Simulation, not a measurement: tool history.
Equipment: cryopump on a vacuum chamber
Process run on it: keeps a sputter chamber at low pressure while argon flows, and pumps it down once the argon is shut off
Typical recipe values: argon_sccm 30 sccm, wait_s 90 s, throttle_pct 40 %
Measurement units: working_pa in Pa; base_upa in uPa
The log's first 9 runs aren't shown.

At hour 480.6: pump warmed up, emptied and cooled again.
Run 10, hour 497.2: usual settings but wait_s 249 s. Result: working_pa 0.0559 Pa, base_upa 1.19 uPa.
Run 11, hour 570.4: usual settings but wait_s 249 s. Result: working_pa 0.0574 Pa, base_upa 1.25 uPa.
Run 12, hour 624.1: usual settings but wait_s 53 s. Result: working_pa 0.0572 Pa, base_upa 1.97 uPa.
Run 13, hour 674.1: usual settings but throttle_pct 27 %. Result: working_pa 0.0847 Pa, base_upa 1.68 uPa.
Run 14, hour 736.1: usual settings but wait_s 164 s, throttle_pct 27 %. Result: working_pa 0.0846 Pa, base_upa 1.49 uPa.
Run 15, hour 788.1: usual settings but wait_s 164 s, throttle_pct 27 %. Result: working_pa 0.0857 Pa, base_upa 1.48 uPa.
Run 16, hour 835.7: usual settings but wait_s 164 s, throttle_pct 27 %. Result: working_pa 0.0861 Pa, base_upa 1.58 uPa.
Run 17, hour 875.4: usual settings but wait_s 20 s, throttle_pct 27 %. Result: working_pa 0.0858 Pa, base_upa 3.57 uPa.
Run 18, hour 936: usual settings but wait_s 60 s, throttle_pct 32 %. Result: working_pa 0.0738 Pa, base_upa 1.98 uPa.
Run 19, hour 994.3: usual settings but wait_s 60 s, throttle_pct 32 %. Result: working_pa 0.0741 Pa, base_upa 2.12 uPa.
Run 20, hour 1055.8: usual settings but argon_sccm 49 sccm, throttle_pct 24 %. Result: working_pa 0.1582 Pa, base_upa 1.86 uPa.
Run 21, hour 1119: usual settings but argon_sccm 49 sccm, throttle_pct 24 %. Result: working_pa 0.16 Pa, base_upa 1.89 uPa.
At hour 1130.5: pump warmed up, emptied and cooled again.
Run 22, hour 1172.2: usual settings but argon_sccm 14 sccm, wait_s 98 s, throttle_pct 20 %. Result: working_pa 0.0525 Pa, base_upa 1.87 uPa.
Run 23, hour 1251.9: usual settings but argon_sccm 14 sccm, wait_s 98 s, throttle_pct 20 %. Result: working_pa 0.0522 Pa, base_upa 1.81 uPa.
Run 24, hour 1325.9: usual settings but argon_sccm 14 sccm, wait_s 98 s, throttle_pct 20 %. Result: working_pa 0.0526 Pa, base_upa 1.87 uPa.
Run 25, hour 1372.2: usual settings but throttle_pct 33 %. Result: working_pa 0.0693 Pa, base_upa 1.92 uPa.
Run 26, hour 1419.2: usual settings but argon_sccm 21 sccm, wait_s 74 s, throttle_pct 29 %. Result: working_pa 0.0555 Pa, base_upa 2.11 uPa.
Run 27, hour 1475.2: usual settings but wait_s 43 s, throttle_pct 23 %. Result: working_pa 0.1009 Pa, base_upa 2.54 uPa.
Run 28, hour 1555.2: usual settings but argon_sccm 45 sccm, throttle_pct 21 %. Result: working_pa 0.1647 Pa, base_upa 2.12 uPa.
Run 29, hour 1599.1: usual settings but argon_sccm 42 sccm, throttle_pct 18 %. Result: working_pa 0.1805 Pa, base_upa 2.12 uPa.
Run 30, hour 1677.3: usual settings but argon_sccm 59 sccm, wait_s 210 s. Result: working_pa 0.1171 Pa, base_upa 1.9 uPa.
Run 31, hour 1746.5: usual settings but argon_sccm 59 sccm, wait_s 210 s. Result: working_pa 0.1186 Pa, base_upa 1.99 uPa.
At hour 1777.6: pump warmed up, emptied and cooled again.
Run 32, hour 1812.3: usual settings but argon_sccm 29 sccm, wait_s 176 s. Result: working_pa 0.0557 Pa, base_upa 1.81 uPa.

For run 33, what comes out?
Run 33, hour 1877.3: usual settings but argon_sccm 17 sccm. Result: working_pa ?, base_upa ?.

working_pa: 0.0329 Pa
base_upa: 2.12 uPa
With the hidden condition absent and the run-to-run variation left alone, this run would have shown working_pa 0.0322 Pa, base_upa 0.65 uPa.
